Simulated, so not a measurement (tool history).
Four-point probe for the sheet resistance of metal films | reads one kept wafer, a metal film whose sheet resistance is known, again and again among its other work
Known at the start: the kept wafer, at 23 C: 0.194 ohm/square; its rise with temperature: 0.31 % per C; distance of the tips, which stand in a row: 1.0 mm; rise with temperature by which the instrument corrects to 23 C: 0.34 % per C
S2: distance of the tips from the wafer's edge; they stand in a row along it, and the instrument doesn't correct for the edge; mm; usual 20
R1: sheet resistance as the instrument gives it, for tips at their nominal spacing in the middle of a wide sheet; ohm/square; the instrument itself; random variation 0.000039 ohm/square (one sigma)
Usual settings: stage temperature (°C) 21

Run 1, day 0.000: usual settings. Result: R1 0.194586 ohm/square.
Run 2, day 1.525: usual settings but S2 5 mm. Result: R1 0.198399 ohm/square.
Run 3, day 3.021: usual settings but S2 5 mm. Result: R1 0.198360 ohm/square.
Run 4, day 4.942: usual settings. Result: R1 0.194556 ohm/square.
Run 5, day 6.671: usual settings. Result: R1 0.194509 ohm/square.
Run 6, day 7.550: usual settings. Result: R1 0.194504 ohm/square.
At day 7.771: stage's thermometer calibrated.
Run 7, day 9.612: usual settings. Result: R1 0.194624 ohm/square.
Run 8, day 11.050: usual settings. Result: R1 0.194681 ohm/square.
Run 9, day 12.179: usual settings. Result: R1 0.194666 ohm/square.
At day 13.008: stage's thermometer calibrated, once more.
Run 10, day 14.150: usual settings but S2 11 mm. Result: R1 0.194700 ohm/square.
Run 11, day 15.471: usual settings but S2 11 mm. Result: R1 0.194805 ohm/square.
Run 12, day 16.442: usual settings but stage temperature (°C) 18, S2 3 mm. Result: R1 0.204944 ohm/square.
Run 13, day 17.346: usual settings but stage temperature (°C) 18, S2 3 mm. Result: R1 0.204940 ohm/square.
Run 14, day 19.188: usual settings but stage temperature (°C) 26, S2 22 mm. Result: R1 0.193843 ohm/square.
Run 15, day 20.200: usual settings but stage temperature (°C) 26, S2 22 mm. Result: R1 0.193772 ohm/square.
Run 16, day 22.367: usual settings but stage temperature (°C) 32, S2 12 mm. Result: R1 0.193927 ohm/square.
Run 17, day 24.492: usual settings but stage temperature (°C) 31, S2 26 mm. Result: R1 0.193341 ohm/square.
Run 18, day 26.621: usual settings but stage temperature (°C) 30, S2 3 mm. Result: R1 0.204199 ohm/square.
Run 19, day 27.700: usual settings but stage temperature (°C) 26, S2 6 mm. Result: R1 0.196435 ohm/square.
Run 20, day 29.300: usual settings but stage temperature (°C) 26, S2 18 mm. Result: R1 0.193893 ohm/square.

5 ways to go on from here, each from the tool as it stands after run 20. What would each give?
Run A, day 30.804: usual settings but stage temperature (°C) 24, S2 4 mm. Result: R1 ?.
Run B, day 30.804: usual settings but stage temperature (°C) 31, S2 23 mm. Result: R1 ?.
Run C, day 30.804: usual settings but stage temperature (°C) 22, S2 11 mm. Result: R1 ?.
Run D, day 30.804: usual settings but stage temperature (°C) 26, S2 16 mm. Result: R1 ?.
Run E, day 30.804: usual settings but stage temperature (°C) 26, S2 4 mm. Result: R1 ?.

run        R1
  A  0.199942
  B  0.193397
  C  0.194589
  D  0.193933
  E  0.199810
Without the tool's hidden state the same runs would have given:
run        R1
  A  0.200268
  B  0.193715
  C  0.194908
  D  0.194250
  E  0.200137

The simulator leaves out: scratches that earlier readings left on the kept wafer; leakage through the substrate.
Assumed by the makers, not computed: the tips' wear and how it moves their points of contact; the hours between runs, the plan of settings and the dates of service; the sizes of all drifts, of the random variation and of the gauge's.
